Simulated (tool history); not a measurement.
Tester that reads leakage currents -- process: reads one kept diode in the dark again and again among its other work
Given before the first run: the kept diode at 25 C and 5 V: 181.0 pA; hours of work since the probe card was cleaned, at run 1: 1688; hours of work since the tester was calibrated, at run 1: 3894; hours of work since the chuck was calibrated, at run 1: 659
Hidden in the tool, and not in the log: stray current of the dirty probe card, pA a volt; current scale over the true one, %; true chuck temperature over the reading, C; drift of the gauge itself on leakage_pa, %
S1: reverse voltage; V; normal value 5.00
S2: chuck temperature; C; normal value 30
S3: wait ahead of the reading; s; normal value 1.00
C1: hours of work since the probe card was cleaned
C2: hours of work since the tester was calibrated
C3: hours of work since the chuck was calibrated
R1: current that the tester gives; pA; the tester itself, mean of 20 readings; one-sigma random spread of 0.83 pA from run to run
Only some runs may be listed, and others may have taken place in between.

{"run": 1, "hour": 0.0, "S1": 5.0, "S2": 30, "S3": 1.0, "C1": 1688, "C2": 3894, "C3": 659, "R1": 259.44}
{"hour": 44.9, "done": "chuck's temperature calibrated"}
{"run": 2, "hour": 140.3, "S1": 1.34, "S2": 30, "S3": 1.0, "C1": 1782, "C2": 3987, "C3": 65, "R1": 170.52}
{"run": 3, "hour": 318.2, "S1": 5.0, "S2": 30, "S3": 1.0, "C1": 1902, "C2": 4108, "C3": 185, "R1": 280.47}
{"run": 4, "hour": 461.1, "S1": 14.82, "S2": 30, "S3": 1.0, "C1": 1999, "C2": 4204, "C3": 282, "R1": 428.59}
{"run": 5, "hour": 569.2, "S1": 14.82, "S2": 30, "S3": 1.0, "C1": 2072, "C2": 4278, "C3": 355, "R1": 421.7}
{"run": 6, "hour": 732.1, "S1": 5.0, "S2": 32, "S3": 1.0, "C1": 2182, "C2": 4388, "C3": 465, "R1": 316.34}
{"run": 7, "hour": 928.6, "S1": 5.0, "S2": 39, "S3": 1.0, "C1": 2315, "C2": 4521, "C3": 598, "R1": 542.03}
{"hour": 1064.0, "done": "chuck's temperature calibrated"}
{"run": 8, "hour": 1104.2, "S1": 5.0, "S2": 56, "S3": 1.0, "C1": 2433, "C2": 4638, "C3": 27, "R1": 2068.69}
{"hour": 1122.5, "done": "probe card cleaned and baked"}
{"run": 9, "hour": 1364.3, "S1": 5.0, "S2": 56, "S3": 1.0, "C1": 164, "C2": 4812, "C3": 201, "R1": 2031.99}
{"run": 10, "hour": 1505.8, "S1": 5.0, "S2": 56, "S3": 1.0, "C1": 259, "C2": 4908, "C3": 297, "R1": 2010.97}
{"run": 11, "hour": 1702.5, "S1": 5.0, "S2": 56, "S3": 1.0, "C1": 393, "C2": 5041, "C3": 430, "R1": 1983.37}
{"run": 12, "hour": 1946.7, "S1": 17.49, "S2": 56, "S3": 1.0, "C1": 558, "C2": 5206, "C3": 595, "R1": 3149.69}
{"hour": 2099.8, "done": "chuck's temperature calibrated"}
{"run": 13, "hour": 2107.1, "S1": 17.49, "S2": 56, "S3": 1.0, "C1": 665, "C2": 5314, "C3": 5, "R1": 3429.36}
{"hour": 2183.9, "done": "probe card cleaned and baked, once more"}
{"run": 14, "hour": 2234.3, "S1": 17.49, "S2": 24, "S3": 8.54, "C1": 34, "C2": 5398, "C3": 89, "R1": 270.94}
{"run": 15, "hour": 2353.2, "S1": 7.21, "S2": 30, "S3": 1.0, "C1": 115, "C2": 5478, "C3": 170, "R1": 319.86}
{"hour": 2432.3, "done": "tester calibrated"}
{"run": 16, "hour": 2519.8, "S1": 3.76, "S2": 33, "S3": 1.0, "C1": 226, "C2": 59, "C3": 281, "R1": 308.71}
{"run": 17, "hour": 2688.3, "S1": 12.82, "S2": 37, "S3": 3.09, "C1": 340, "C2": 173, "C3": 395, "R1": 667.31}
{"run": 18, "hour": 2919.7, "S1": 9.51, "S2": 26, "S3": 0.49, "C1": 497, "C2": 330, "C3": 552, "R1": 239.83}
{"hour": 3129.7, "done": "chuck's temperature calibrated"}
{"run": 19, "hour": 3129.7, "S1": 1.1, "S2": 26, "S3": 0.49, "C1": 637, "C2": 471, "C3": 0, "R1": 113.39}
{"run": 20, "hour": 3393.8, "S1": 1.1, "S2": 26, "S3": 2.8, "C1": 816, "C2": 649, "C3": 179, "R1": 109.64}

Subtracting, for every run, the result it would have given without the tool's unlogged condition from the measured result gives the following. The same run-to-run variation enters both numbers; the gauge's scatter may not:
run=1 R1=-18.11
run=2 R1=+1.92
run=3 R1=+1.70
run=4 R1=+5.69
run=5 R1=+1.62
run=6 R1=-11.65
run=7 R1=-33.72
run=8 R1=+27.74
run=9 R1=-9.73
run=10 R1=-32.67
run=11 R1=-64.77
run=12 R1=-147.79
run=13 R1=+115.69
run=14 R1=+3.65
run=15 R1=+0.59
run=16 R1=-9.87
run=17 R1=-30.09
run=18 R1=-15.85
run=19 R1=+1.31
run=20 R1=-1.52
